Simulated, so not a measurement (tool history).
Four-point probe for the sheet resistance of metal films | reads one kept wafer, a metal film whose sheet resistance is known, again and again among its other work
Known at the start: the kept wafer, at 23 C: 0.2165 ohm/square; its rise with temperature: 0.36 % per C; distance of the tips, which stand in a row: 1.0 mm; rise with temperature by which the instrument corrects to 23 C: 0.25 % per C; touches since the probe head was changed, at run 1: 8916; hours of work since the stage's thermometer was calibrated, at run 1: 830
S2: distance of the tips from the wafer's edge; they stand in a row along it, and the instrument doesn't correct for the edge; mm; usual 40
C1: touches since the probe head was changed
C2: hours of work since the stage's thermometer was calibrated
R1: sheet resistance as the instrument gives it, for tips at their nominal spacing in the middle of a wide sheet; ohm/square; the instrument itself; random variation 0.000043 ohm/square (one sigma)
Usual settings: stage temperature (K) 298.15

Run 1, hour 0: usual settings; C1 8916; C2 830. Result: R1 0.217043 ohm/square.
Run 2, hour 12.3: usual settings; C1 9284; C2 836. Result: R1 0.217014 ohm/square.
Run 3, hour 28.8: usual settings but stage temperature (K) 299.15; C1 9779; C2 844. Result: R1 0.217264 ohm/square.
Run 4, hour 51.1: usual settings but stage temperature (K) 299.15, S2 19 mm; C1 10448; C2 855. Result: R1 0.217567 ohm/square.
Run 5, hour 72.6: usual settings but stage temperature (K) 299.15, S2 19 mm; C1 11095; C2 865. Result: R1 0.217657 ohm/square.
Run 6, hour 100.9: usual settings; C1 11944; C2 879. Result: R1 0.217039 ohm/square.
Run 7, hour 120: usual settings; C1 12516; C2 889. Result: R1 0.217097 ohm/square.
Run 8, hour 147.5: usual settings; C1 13344; C2 902. Result: R1 0.217052 ohm/square.
Run 9, hour 172.2: usual settings; C1 14084; C2 914. Result: R1 0.217058 ohm/square.
Run 10, hour 193.6: usual settings; C1 14727; C2 925. Result: R1 0.217076 ohm/square.
Run 11, hour 218.4: usual settings; C1 15471; C2 937. Result: R1 0.217056 ohm/square.
Run 12, hour 242: usual settings; C1 16179; C2 949. Result: R1 0.217005 ohm/square.
Run 13, hour 265.3: usual settings; C1 16878; C2 960. Result: R1 0.21703 ohm/square.
Run 14, hour 280.3: usual settings; C1 17330; C2 967. Result: R1 0.217084 ohm/square.
Run 15, hour 292.6: usual settings but S2 25 mm; C1 17698; C2 973. Result: R1 0.217193 ohm/square.
Run 16, hour 307.3: usual settings; C1 18140; C2 981. Result: R1 0.217034 ohm/square.
Run 17, hour 332: usual settings but S2 9 mm; C1 18882; C2 993. Result: R1 0.218487 ohm/square.
Run 18, hour 358.8: usual settings but stage temperature (K) 293.15, S2 4 mm; C1 19684; C2 1006. Result: R1 0.222742 ohm/square.
Run 19, hour 385.7: usual settings but stage temperature (K) 293.15, S2 4 mm; C1 20492; C2 1019. Result: R1 0.222791 ohm/square.

Forecast run 20:
Run 20, hour 407.7: usual settings but stage temperature (K) 293.15, S2 4 mm; C1 21154; C2 1030. Result: R1 ?.

R1: 0.222739 ohm/square
Without the tool's hidden state the same run would have given R1 0.22274 ohm/square.

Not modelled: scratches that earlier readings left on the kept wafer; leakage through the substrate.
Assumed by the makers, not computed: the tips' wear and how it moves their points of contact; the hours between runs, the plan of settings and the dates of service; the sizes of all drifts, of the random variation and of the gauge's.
